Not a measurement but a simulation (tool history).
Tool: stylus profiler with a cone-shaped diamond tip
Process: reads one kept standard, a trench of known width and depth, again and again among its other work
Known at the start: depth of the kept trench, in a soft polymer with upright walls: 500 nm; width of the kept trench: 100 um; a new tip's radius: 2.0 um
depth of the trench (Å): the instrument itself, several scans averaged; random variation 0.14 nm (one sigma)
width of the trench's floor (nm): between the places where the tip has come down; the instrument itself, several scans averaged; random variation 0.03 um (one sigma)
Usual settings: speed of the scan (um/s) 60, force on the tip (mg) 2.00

| run | hour | speed of the scan (um/s) | force on the tip (mg) | depth of the trench (Å) | width of the trench's floor (nm) |
|---|---|---|---|---|---|
| 1 | 0.0 | 60 | 2.00 | 5096.8 | 95740 |
| 2 | 102.8 | 60 | 2.00 | 5099.6 | 95690 |
| 3 | 193.3 | 161 | 2.00 | 5097.9 | 95170 |
| 4 | 274.4 | 161 | 2.00 | 5098.6 | 95200 |
| 5 | 341.6 | 161 | 2.00 | 5099.8 | 95130 |
| 6 | 404.6 | 60 | 5.86 | 5177.0 | 95710 |
| 7 | 447.6 | 60 | 1.27 | 5082.0 | 95530 |
| 8 | 489.2 | 60 | 1.27 | 5080.6 | 95520 |
| 9 | 569.5 | 60 | 1.27 | 5082.8 | 95450 |
| 10 | 633.5 | 60 | 2.00 | 5099.2 | 95540 |
| 11 | 688.8 | 60 | 2.00 | 5100.3 | 95520 |
| 12 | 776.1 | 60 | 3.62 | 5137.9 | 95600 |
| 13 | 850.2 | 60 | 3.62 | 5137.1 | 95590 |
| 14 | 892.3 | 60 | 2.00 | 5101.1 | 95490 |
| 15 | 978.0 | 43 | 2.00 | 5104.0 | 95510 |
| 16 | 1055.2 | 60 | 2.00 | 5105.7 | 95360 |
| 17 | 1109.8 | 60 | 2.00 | 5103.6 | 95410 |
| 18 | 1178.1 | 60 | 2.00 | 5103.8 | 95390 |
| 19 | 1235.9 | 60 | 2.00 | 5107.3 | 95400 |
| 20 | 1296.1 | 60 | 2.00 | 5106.4 | 95330 |
| 21 | 1341.8 | 60 | 2.00 | 5113.9 | 95330 |
| 22 | 1432.9 | 60 | 2.00 | 5113.1 | 95350 |
| 23 | 1513.2 | 60 | 2.00 | 5114.7 | 95350 |
| 24 | 1588.5 | 49 | 1.92 | 5112.6 | 95300 |
| 25 | 1680.3 | 18 | 1.92 | 5068.9 | 95470 |
| 26 | 1757.7 | 102 | 0.93 | 5045.1 | 94830 |
| 27 | 1807.7 | 190 | 1.82 | 5069.1 | 94590 |
| 28 | 1884.0 | 69 | 0.80 | 5040.0 | 94980 |
| 29 | 1942.6 | 201 | 3.14 | 5099.0 | 94710 |
| 30 | 2040.6 | 201 | 3.14 | 5099.6 | 94690 |
| 31 | 2137.2 | 20 | 3.14 | 5100.5 | 95330 |
| 32 | 2200.0 | 20 | 3.14 | 5100.7 | 95330 |
| 33 | 2254.8 | 20 | 3.14 | 5102.5 | 95360 |
| 34 | 2312.7 | 28 | 2.00 | 5076.6 | 95290 |
| 35 | 2359.3 | 59 | 3.23 | 5103.9 | 95180 |
| 36 | 2418.6 | 28 | 5.41 | 5146.8 | 95310 |
| 37 | 2473.5 | 28 | 5.41 | 5146.8 | 95230 |
| 38 | 2518.3 | 28 | 5.32 | 5145.9 | 95250 |
| 39 | 2618.2 | 28 | 5.32 | 5139.8 | 97240 |
| 40 | 2717.6 | 188 | 1.40 | 5057.0 | 96100 |
| 41 | 2766.7 | 113 | 3.64 | 5110.4 | 96820 |
| 42 | 2859.4 | 113 | 3.64 | 5109.8 | 96790 |
| 43 | 2937.4 | 161 | 0.76 | 5041.1 | 95910 |
| 44 | 3035.1 | 161 | 0.76 | 5039.4 | 95820 |
| 45 | 3128.1 | 161 | 0.76 | 5041.3 | 95850 |

Not shown: 3 entries that the log had between the listed runs. Between which runs, and how does the tool's hidden state differ before and after?
Between runs 20 and 21: height scale calibrated on a step standard (hour 1327.0)
  radius of the tip, um: 4.95 -> 4.97; height scale over the true one, %: 0.631 -> 0.814
  measured less the result without the state, depth of the trench (Å): +32.0 -> +41.3; width of the trench's floor (nm): -1680 -> -1700
Between runs 24 and 25: height scale calibrated on a step standard, once more (hour 1679.6)
  radius of the tip, um: 5.11 -> 5.16; height scale over the true one, %: 0.843 -> -0.017
  measured less the result without the state, depth of the trench (Å): +42.8 -> -0.8; width of the trench's floor (nm): -1760 -> -1780
Between runs 38 and 39: new tip fitted, height scale calibrated (hour 2592.6)
  radius of the tip, um: 5.65 -> 2.04; height scale over the true one, %: 0.09 -> -0.007
  measured less the result without the state, depth of the trench (Å): +4.6 -> -0.4; width of the trench's floor (nm): -2000 -> -30
